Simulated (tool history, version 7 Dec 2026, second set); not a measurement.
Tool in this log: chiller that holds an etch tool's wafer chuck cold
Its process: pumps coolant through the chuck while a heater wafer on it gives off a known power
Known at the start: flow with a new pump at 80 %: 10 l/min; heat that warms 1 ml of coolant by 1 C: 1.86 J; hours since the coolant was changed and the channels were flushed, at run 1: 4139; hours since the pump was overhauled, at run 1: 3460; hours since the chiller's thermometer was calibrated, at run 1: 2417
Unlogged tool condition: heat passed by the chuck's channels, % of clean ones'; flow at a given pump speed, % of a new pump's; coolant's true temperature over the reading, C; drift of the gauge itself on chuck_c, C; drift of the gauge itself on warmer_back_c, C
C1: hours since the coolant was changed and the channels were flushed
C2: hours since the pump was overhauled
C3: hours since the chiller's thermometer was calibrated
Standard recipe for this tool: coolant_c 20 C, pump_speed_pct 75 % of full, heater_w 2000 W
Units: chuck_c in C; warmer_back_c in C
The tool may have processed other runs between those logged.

Run 1, day 0: usual settings; C1 4139; C2 3460; C3 2417. Result: chuck_c 38.6 C, warmer_back_c 7.22 C.
Run 2, day 2.521: usual settings; C1 4200; C2 3520; C3 2477. Result: chuck_c 38.8 C, warmer_back_c 7.26 C.
Run 3, day 6.133: usual settings; C1 4286; C2 3607; C3 2564. Result: chuck_c 39 C, warmer_back_c 7.22 C.
Run 4, day 9.346: usual settings; C1 4364; C2 3684; C3 2641. Result: chuck_c 38.9 C, warmer_back_c 7.29 C.
At day 12.867: coolant changed, channels flushed.
Run 5, day 13.429: usual settings; C1 13; C2 3776; C3 2733. Result: chuck_c 37.4 C, warmer_back_c 7.23 C.
Run 6, day 17.521: usual settings; C1 112; C2 3874; C3 2831. Result: chuck_c 37.5 C, warmer_back_c 7.3 C.
Run 7, day 19.988: usual settings; C1 171; C2 3934; C3 2890. Result: chuck_c 37.6 C, warmer_back_c 7.23 C.
At day 20.371: chiller's thermometer calibrated.
Run 8, day 24.358: usual settings; C1 275; C2 4037; C3 96. Result: chuck_c 37.7 C, warmer_back_c 7.3 C.
Run 9, day 28.038: usual settings; C1 363; C2 4126; C3 184. Result: chuck_c 37.9 C, warmer_back_c 7.29 C.
Run 10, day 30.733: usual settings but heater_w 2740 W; C1 428; C2 4190; C3 249. Result: chuck_c 44.2 C, warmer_back_c 10.05 C.
Run 11, day 33.217: usual settings but heater_w 2740 W; C1 487; C2 4250; C3 308. Result: chuck_c 44.2 C, warmer_back_c 9.95 C.
Run 12, day 35.546: usual settings but heater_w 2740 W; C1 543; C2 4306; C3 364. Result: chuck_c 44.4 C, warmer_back_c 10.1 C.
Run 13, day 39.262: usual settings but coolant_c 13 C, pump_speed_pct 63 % of full; C1 632; C2 4395; C3 453. Result: chuck_c 33.8 C, warmer_back_c 8.68 C.
At day 39.95: chiller's thermometer calibrated, once more.
Run 14, day 41.25: usual settings but coolant_c 13 C, pump_speed_pct 86 % of full; C1 679; C2 4442; C3 31. Result: chuck_c 28.1 C, warmer_back_c 6.47 C.
Run 15, day 45.433: usual settings but coolant_c 13 C, pump_speed_pct 91 % of full, heater_w 2530 W; C1 780; C2 4542; C3 132. Result: chuck_c 31.3 C, warmer_back_c 7.79 C.
Run 16, day 47.504: usual settings but coolant_c 27 C, pump_speed_pct 92 % of full; C1 829; C2 4592; C3 181. Result: chuck_c 41.4 C, warmer_back_c 6.05 C.
Run 17, day 49.288: usual settings but coolant_c 27 C, pump_speed_pct 71 % of full, heater_w 1747 W; C1 872; C2 4635; C3 224. Result: chuck_c 42.8 C, warmer_back_c 6.73 C.
Run 18, day 51.696: usual settings but coolant_c 10 C, pump_speed_pct 73 % of full; C1 930; C2 4693; C3 282. Result: chuck_c 27.7 C, warmer_back_c 7.54 C.
Run 19, day 53.962: usual settings but coolant_c 10 C, pump_speed_pct 65 % of full, heater_w 2576 W; C1 984; C2 4747; C3 336. Result: chuck_c 35.2 C, warmer_back_c 10.89 C.
Run 20, day 57.658: usual settings but coolant_c 10 C, pump_speed_pct 65 % of full, heater_w 2576 W; C1 1073; C2 4836; C3 425. Result: chuck_c 35.2 C, warmer_back_c 11.01 C.

Consider 4 possible next runs. They are alternatives, not a sequence: every one starts from the tool as it was left by run 20. What does each give?
Run A, day 59.712: usual settings but pump_speed_pct 73 % of full; C1 1122; C2 4885; C3 474. Result: chuck_c ?, warmer_back_c ?.
Run B, day 59.712: usual settings but heater_w 1334 W; C1 1122; C2 4885; C3 474. Result: chuck_c ?, warmer_back_c ?.
Run C, day 59.712: usual settings but coolant_c 10 C, pump_speed_pct 81 % of full, heater_w 2576 W; C1 1122; C2 4885; C3 474. Result: chuck_c ?, warmer_back_c ?.
Run D, day 59.712: usual settings but coolant_c 23 C, pump_speed_pct 86 % of full, heater_w 2522 W; C1 1122; C2 4885; C3 474. Result: chuck_c ?, warmer_back_c ?.

run  chuck_c  warmer_back_c
  A     37.9           7.55
  B     31.5           4.98
  C     31.1           8.86
  D     42.5           8.19
Take away the tool's hidden state, keep each run's random variation, and the runs would have read:
run  chuck_c  warmer_back_c
  A     36.3           6.96
  B     30.4            4.6
  C     29.2           8.17
  D     40.8           7.55
